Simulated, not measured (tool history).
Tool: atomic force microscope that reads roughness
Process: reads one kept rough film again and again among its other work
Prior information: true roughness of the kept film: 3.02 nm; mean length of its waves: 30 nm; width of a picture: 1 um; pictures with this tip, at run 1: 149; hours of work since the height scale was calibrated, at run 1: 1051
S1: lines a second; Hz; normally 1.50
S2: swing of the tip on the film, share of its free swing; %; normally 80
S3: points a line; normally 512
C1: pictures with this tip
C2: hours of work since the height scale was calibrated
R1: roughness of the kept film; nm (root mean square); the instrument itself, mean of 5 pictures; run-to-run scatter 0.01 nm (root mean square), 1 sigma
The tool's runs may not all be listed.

{"run": 1, "hour": 0.0, "S1": 1.5, "S2": 80, "S3": 512, "C1": 149, "C2": 1051, "R1": 2.182}
{"run": 2, "hour": 70.7, "S1": 1.5, "S2": 80, "S3": 512, "C1": 253, "C2": 1095, "R1": 2.087}
{"run": 3, "hour": 120.4, "S1": 1.5, "S2": 80, "S3": 512, "C1": 327, "C2": 1125, "R1": 1.997}
{"hour": 147.5, "done": "new tip fitted"}
{"run": 4, "hour": 184.8, "S1": 1.5, "S2": 80, "S3": 512, "C1": 55, "C2": 1165, "R1": 2.335}
{"run": 5, "hour": 243.5, "S1": 1.5, "S2": 80, "S3": 512, "C1": 142, "C2": 1201, "R1": 2.204}
{"run": 6, "hour": 280.8, "S1": 1.5, "S2": 80, "S3": 512, "C1": 197, "C2": 1224, "R1": 2.164}
{"run": 7, "hour": 359.6, "S1": 0.89, "S2": 80, "S3": 512, "C1": 314, "C2": 1273, "R1": 2.134}
{"hour": 399.0, "done": "new tip fitted"}
{"run": 8, "hour": 409.7, "S1": 0.89, "S2": 80, "S3": 512, "C1": 16, "C2": 1304, "R1": 2.443}
{"run": 9, "hour": 447.6, "S1": 0.89, "S2": 80, "S3": 512, "C1": 72, "C2": 1327, "R1": 2.369}
{"run": 10, "hour": 520.9, "S1": 0.89, "S2": 80, "S3": 512, "C1": 180, "C2": 1372, "R1": 2.248}
{"run": 11, "hour": 574.8, "S1": 0.66, "S2": 73, "S3": 502, "C1": 260, "C2": 1406, "R1": 2.223}
{"run": 12, "hour": 622.6, "S1": 0.66, "S2": 73, "S3": 502, "C1": 331, "C2": 1435, "R1": 2.144}
{"hour": 649.8, "done": "new tip fitted"}
{"run": 13, "hour": 687.7, "S1": 2.6, "S2": 81, "S3": 535, "C1": 56, "C2": 1475, "R1": 2.145}
{"run": 14, "hour": 724.5, "S1": 1.54, "S2": 62, "S3": 792, "C1": 111, "C2": 1498, "R1": 2.369}
{"run": 15, "hour": 805.7, "S1": 2.5, "S2": 80, "S3": 351, "C1": 231, "C2": 1548, "R1": 1.966}
{"run": 16, "hour": 885.9, "S1": 2.5, "S2": 80, "S3": 351, "C1": 349, "C2": 1598, "R1": 1.855}
{"hour": 901.3, "done": "new tip fitted"}
{"run": 17, "hour": 932.6, "S1": 2.5, "S2": 77, "S3": 351, "C1": 47, "C2": 1626, "R1": 2.211}

What will run 18 give?
{"run": 18, "hour": 999.4, "S1": 1.5, "S2": 80, "S3": 668, "C1": 145, "C2": 1668, "R1": "?"}

{"run 18": {"R1": 2.219}}
The same run, on a tool lacking any hidden state, would have yielded R1 2.417 nm (root mean square).

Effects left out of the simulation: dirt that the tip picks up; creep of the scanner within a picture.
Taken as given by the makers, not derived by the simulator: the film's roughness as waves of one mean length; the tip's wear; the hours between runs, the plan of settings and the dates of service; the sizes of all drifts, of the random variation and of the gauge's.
